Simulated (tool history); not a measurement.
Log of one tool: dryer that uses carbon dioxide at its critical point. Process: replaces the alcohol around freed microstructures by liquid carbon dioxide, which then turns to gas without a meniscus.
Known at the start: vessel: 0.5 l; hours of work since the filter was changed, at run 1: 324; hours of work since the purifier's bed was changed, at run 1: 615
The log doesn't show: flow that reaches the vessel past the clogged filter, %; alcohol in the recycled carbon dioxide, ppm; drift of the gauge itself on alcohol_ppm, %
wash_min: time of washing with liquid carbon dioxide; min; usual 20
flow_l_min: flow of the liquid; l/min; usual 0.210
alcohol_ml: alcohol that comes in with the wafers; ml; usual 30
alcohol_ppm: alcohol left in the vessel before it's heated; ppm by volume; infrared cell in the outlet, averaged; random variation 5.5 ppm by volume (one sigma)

| run | day | wash_min | flow_l_min | alcohol_ml | hours of work since the filter was changed | hours of work since the purifier's bed was changed | alcohol_ppm |
|---|---|---|---|---|---|---|---|
| 1 | 0.000 | 20 | 0.210 | 30 | 324 | 615 | 413 |
|  | 0.217 | inlet filter changed |
| 2 | 0.646 | 20 | 0.210 | 30 | 8 | 626 | 337 |
| 3 | 1.288 | 31 | 0.210 | 30 | 20 | 638 | 182 |
| 4 | 1.850 | 31 | 0.210 | 30 | 30 | 648 | 197 |
| 5 | 2.296 | 31 | 0.210 | 30 | 38 | 656 | 191 |
| 6 | 2.712 | 31 | 0.210 | 30 | 45 | 664 | 196 |
| 7 | 3.567 | 31 | 0.210 | 30 | 61 | 680 | 202 |
| 8 | 4.083 | 31 | 0.210 | 30 | 71 | 689 | 205 |
| 9 | 4.567 | 31 | 0.210 | 30 | 79 | 698 | 203 |
| 10 | 5.267 | 31 | 0.210 | 30 | 92 | 711 | 207 |
| 11 | 6.117 | 16 | 0.300 | 30 | 108 | 726 | 274 |
| 12 | 6.988 | 23 | 0.173 | 30 | 123 | 742 | 490 |
| 13 | 7.892 | 20 | 0.144 | 22 | 140 | 758 | 1191 |
| 14 | 8.608 | 20 | 0.144 | 22 | 153 | 772 | 1159 |
| 15 | 9.329 | 29 | 0.218 | 22 | 166 | 785 | 218 |

4 ways to go on from here, each from the tool as it stands after run 15. What would each give?
| A | 10.075 | 14 | 0.218 | 52 | 180 | 798 | ? |
| B | 10.075 | 16 | 0.162 | 30 | 180 | 798 | ? |
| C | 10.075 | 29 | 0.287 | 76 | 180 | 798 | ? |
| D | 10.075 | 28 | 0.212 | 37 | 180 | 798 | ? |

| run | alcohol_ppm |
|---|---|
| A | 1913 |
| B | 2074 |
| C | 226 |
| D | 250 |
Without the tool's hidden state the same runs would have given:
| run | alcohol_ppm |
|---|---|
| A | 1381 |
| B | 1574 |
| C | 3 |
| D | 25 |
